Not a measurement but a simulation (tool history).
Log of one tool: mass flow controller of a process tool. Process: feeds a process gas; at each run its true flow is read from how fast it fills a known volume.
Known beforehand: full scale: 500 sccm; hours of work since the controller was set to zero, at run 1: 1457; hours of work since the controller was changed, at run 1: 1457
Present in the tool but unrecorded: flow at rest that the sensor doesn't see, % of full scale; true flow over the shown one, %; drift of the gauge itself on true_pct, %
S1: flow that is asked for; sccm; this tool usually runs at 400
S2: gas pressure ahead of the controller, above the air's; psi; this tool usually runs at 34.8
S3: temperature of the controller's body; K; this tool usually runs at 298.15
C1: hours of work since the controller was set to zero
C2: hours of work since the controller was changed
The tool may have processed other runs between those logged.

{"run": 1, "hour": 0.0, "S1": 400, "S2": 34.8, "S3": 298.15, "C1": 1457, "C2": 1457, "true flow (%)": 99.84}
{"run": 2, "hour": 133.1, "S1": 400, "S2": 34.8, "S3": 298.15, "C1": 1549, "C2": 1549, "true flow (%)": 99.74}
{"run": 3, "hour": 219.7, "S1": 400, "S2": 34.5, "S3": 298.15, "C1": 1608, "C2": 1608, "true flow (%)": 99.76}
{"run": 4, "hour": 334.2, "S1": 400, "S2": 34.5, "S3": 298.15, "C1": 1687, "C2": 1687, "true flow (%)": 99.63}
{"run": 5, "hour": 405.8, "S1": 400, "S2": 34.8, "S3": 298.15, "C1": 1736, "C2": 1736, "true flow (%)": 99.75}
{"run": 6, "hour": 505.5, "S1": 400, "S2": 34.8, "S3": 298.15, "C1": 1805, "C2": 1805, "true flow (%)": 99.72}
{"run": 7, "hour": 626.6, "S1": 400, "S2": 34.8, "S3": 298.15, "C1": 1888, "C2": 1888, "true flow (%)": 99.82}
{"run": 8, "hour": 718.2, "S1": 400, "S2": 34.8, "S3": 298.15, "C1": 1952, "C2": 1952, "true flow (%)": 99.78}
{"run": 9, "hour": 785.8, "S1": 400, "S2": 34.8, "S3": 298.15, "C1": 1998, "C2": 1998, "true flow (%)": 99.76}
{"run": 10, "hour": 869.0, "S1": 400, "S2": 34.8, "S3": 295.15, "C1": 2055, "C2": 2055, "true flow (%)": 99.95}
{"run": 11, "hour": 943.0, "S1": 400, "S2": 34.8, "S3": 298.15, "C1": 2106, "C2": 2106, "true flow (%)": 99.76}
{"run": 12, "hour": 1068.0, "S1": 400, "S2": 34.8, "S3": 298.15, "C1": 2192, "C2": 2192, "true flow (%)": 99.79}
{"run": 13, "hour": 1190.6, "S1": 400, "S2": 24.1, "S3": 298.15, "C1": 2277, "C2": 2277, "true flow (%)": 99.22}
{"run": 14, "hour": 1269.9, "S1": 51, "S2": 27.6, "S3": 299.15, "C1": 2331, "C2": 2331, "true flow (%)": 101.45}
{"run": 15, "hour": 1352.3, "S1": 217, "S2": 34.8, "S3": 296.15, "C1": 2388, "C2": 2388, "true flow (%)": 99.52}
{"run": 16, "hour": 1438.0, "S1": 217, "S2": 34.8, "S3": 296.15, "C1": 2447, "C2": 2447, "true flow (%)": 99.51}
{"run": 17, "hour": 1507.1, "S1": 96, "S2": 27.6, "S3": 304.15, "C1": 2495, "C2": 2495, "true flow (%)": 99.35}
{"run": 18, "hour": 1624.5, "S1": 96, "S2": 27.6, "S3": 304.15, "C1": 2575, "C2": 2575, "true flow (%)": 99.43}
{"run": 19, "hour": 1717.1, "S1": 400, "S2": 22, "S3": 298.15, "C1": 2639, "C2": 2639, "true flow (%)": 98.97}
{"run": 20, "hour": 1853.9, "S1": 313, "S2": 21.9, "S3": 304.15, "C1": 2733, "C2": 2733, "true flow (%)": 98.28}
{"run": 21, "hour": 1920.5, "S1": 313, "S2": 21.9, "S3": 304.15, "C1": 2779, "C2": 2779, "true flow (%)": 98.43}
{"run": 22, "hour": 2043.9, "S1": 259, "S2": 34.8, "S3": 298.15, "C1": 2864, "C2": 2864, "true flow (%)": 99.31}
{"run": 23, "hour": 2114.6, "S1": 400, "S2": 27.7, "S3": 303.15, "C1": 2913, "C2": 2913, "true flow (%)": 99}
{"run": 24, "hour": 2184.6, "S1": 103, "S2": 26.5, "S3": 297.15, "C1": 2961, "C2": 2961, "true flow (%)": 99.92}
{"run": 25, "hour": 2302.5, "S1": 103, "S2": 26.5, "S3": 297.15, "C1": 3042, "C2": 3042, "true flow (%)": 99.84}
{"run": 26, "hour": 2384.8, "S1": 103, "S2": 26.5, "S3": 297.15, "C1": 3099, "C2": 3099, "true flow (%)": 99.91}

Measured result minus the same run's result without the hidden state. Both carry the same run-to-run variation, though not necessarily the same gauge scatter:
run=1 true_flow_(%)=+0.01
run=2 true_flow_(%)=+0
run=3 true_flow_(%)=+0
run=4 true_flow_(%)=-0.01
run=5 true_flow_(%)=-0.03
run=6 true_flow_(%)=-0.03
run=7 true_flow_(%)=-0.04
run=8 true_flow_(%)=-0.04
run=9 true_flow_(%)=-0.05
run=10 true_flow_(%)=-0.05
run=11 true_flow_(%)=-0.06
run=12 true_flow_(%)=-0.07
run=13 true_flow_(%)=-0.08
run=14 true_flow_(%)=+3.65
run=15 true_flow_(%)=+0.38
run=16 true_flow_(%)=+0.38
run=17 true_flow_(%)=+1.74
run=18 true_flow_(%)=+1.79
run=19 true_flow_(%)=-0.14
run=20 true_flow_(%)=+0.03
run=21 true_flow_(%)=+0.03
run=22 true_flow_(%)=+0.19
run=23 true_flow_(%)=-0.17
run=24 true_flow_(%)=+1.8
run=25 true_flow_(%)=+1.85
run=26 true_flow_(%)=+1.87

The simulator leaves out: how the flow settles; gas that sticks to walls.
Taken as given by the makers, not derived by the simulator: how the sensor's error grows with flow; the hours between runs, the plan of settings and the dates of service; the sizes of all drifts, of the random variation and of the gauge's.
